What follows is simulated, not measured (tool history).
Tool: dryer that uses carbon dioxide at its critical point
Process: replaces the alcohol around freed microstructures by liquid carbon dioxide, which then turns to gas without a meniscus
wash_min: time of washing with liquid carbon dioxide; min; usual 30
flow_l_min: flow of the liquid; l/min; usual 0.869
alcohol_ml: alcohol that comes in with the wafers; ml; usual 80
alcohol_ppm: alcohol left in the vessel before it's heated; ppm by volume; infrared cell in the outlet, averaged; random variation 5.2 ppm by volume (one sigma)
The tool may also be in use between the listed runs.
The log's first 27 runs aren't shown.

run   hour  wash_min  flow_l_min  alcohol_ml  hours of work since the filter was changed  hours of work since the purifier's bed was changed  alcohol_ppm
 28  283.3        30       1.134          58                                         278                                                 284           50
 29  290.2        22       0.869          58                                         281                                                 287          393
 30  299.3        20       1.235          80                                         285                                                 291          206
 31  309.9        29       0.869         118                                         289                                                 296          267
 32  322.3        29       0.869         118                                         295                                                 301          259
     329.8  -- inlet filter changed
 33  332.4        42       0.598          80                                           1                                                 305          151
 34  343.4        22       0.529          80                                           6                                                 310         1887
 35  356.2        22       0.529          80                                          12                                                 316         1800
 36  364.8        18       0.869          80                                          16                                                 320          817
 37  370.8        18       0.869          80                                          18                                                 322          826
 38  377.4        18       0.869          80                                          21                                                 325          815
 39    391        33       0.579          37                                          27                                                 331          221
 40  404.5        33       0.579          37                                          33                                                 337          221
 41  414.6        33       0.579          37                                          38                                                 342          223

5 ways to go on from here, each from the tool as it stands after run 41. What would each give?
  A  428.7        22       0.888          62                                          44                                                 348            ?
  B  428.7        48       0.869          80                                          44                                                 348            ?
  C  428.7        30       0.829          38                                          44                                                 348            ?
  D  428.7        26       0.579          37                                          44                                                 348            ?
  E  428.7        30       1.093          21                                          44                                                 348            ?

run  alcohol_ppm
  A          312
  B           51
  C          103
  D          457
  E           50
Without the tool's hidden state the same runs would have given:
run  alcohol_ppm
  A          263
  B           14
  C           64
  D          406
  E           14

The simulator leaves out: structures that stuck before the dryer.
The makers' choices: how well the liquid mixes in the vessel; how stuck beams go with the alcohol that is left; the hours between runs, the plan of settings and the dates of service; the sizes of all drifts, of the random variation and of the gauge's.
